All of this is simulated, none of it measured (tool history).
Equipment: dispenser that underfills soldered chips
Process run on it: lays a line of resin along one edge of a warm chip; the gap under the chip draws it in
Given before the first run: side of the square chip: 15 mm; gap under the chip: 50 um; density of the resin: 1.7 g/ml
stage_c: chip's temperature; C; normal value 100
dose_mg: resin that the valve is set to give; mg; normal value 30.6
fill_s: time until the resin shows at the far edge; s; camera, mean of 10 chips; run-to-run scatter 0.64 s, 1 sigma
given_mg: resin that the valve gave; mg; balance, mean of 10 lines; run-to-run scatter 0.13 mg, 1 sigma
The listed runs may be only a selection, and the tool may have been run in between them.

run   hour  stage_c  dose_mg  fill_s  given_mg
  1      0      100     30.6     129     30.01
       2.3  -- new syringe of resin
  2    3.7      100     30.6    59.5     29.93
  3      7      100     30.6    71.3     30.14
  4    9.4      100     30.6    80.7     29.84
  5   13.8      100     38.6     102     37.58
  6   17.9      100     30.6     129     29.92
      20.3  -- new syringe of resin
  7   20.3      100     30.6    56.1     29.94
  8   24.4      100     30.6    70.1     29.75
  9   27.2      100     30.6    80.6     29.98
 10     32       85     30.6   218.4     29.67
 11   35.6       85     30.6   265.7     29.78
      38.2  -- new syringe of resin
 12   40.2       85     30.6   127.4     29.46
 13   42.9       87     30.6   132.5     29.55
 14   47.7       87     30.6   172.5     29.52
 15   50.2       87     30.6   196.4     29.57
 16   53.3      100     33.8   124.2     32.74
      55.9  -- new syringe of resin
 17   58.3      100     33.8    61.6     32.87
 18   60.4      100     31.3    69.6     30.17
 19   62.6      100       36    77.1     34.69
 20   66.3      102     30.4    86.5     28.88
 21   69.6      100     39.1   110.6     37.13
 22   71.8      100     39.1   127.5     37.83
      73.7  -- new syringe of resin
 23   75.7       93     37.9    81.6     36.31
 24   78.2       93     37.9    94.6     36.37
 25   82.5      101     36.4      82     34.76
 26   84.8      101     36.4    90.7     34.76
 27   86.8       98     29.7   120.5     28.25
 28   89.4       92     33.7   182.6     32.07
      91.4  -- new syringe of resin
 29   94.3      110       36    40.2     34.09
 30   97.1       87     38.5   138.5     36.25
 31  101.7       87     38.5   176.2     36.47
 32  106.3       87     33.6   229.1     31.48
 33  108.4       87     33.6   257.4     31.64
     109.2  -- new syringe of resin
 34  110.6       87     29.8     112     28.27
 35  114.7       93     33.6   102.1     31.36
 36  117.4       93     33.6   116.2     31.43
 37  120.7       88     30.6   181.9     28.71

Predict each of these 3 candidate next runs independently; none follows another, all start after run 37:
  A  123.3      105     34.2       ?         ?
  B  123.3      108     26.7       ?         ?
  C  123.3      109     32.6       ?         ?

run  fill_s  given_mg
  A    91.8     32.26
  B    83.9     24.92
  C    76.3     30.55
Stripped of hidden state, with their random variation kept, the same runs would have yielded:
run  fill_s  given_mg
  A      44      34.4
  B    39.8     26.57
  C    36.1     32.58
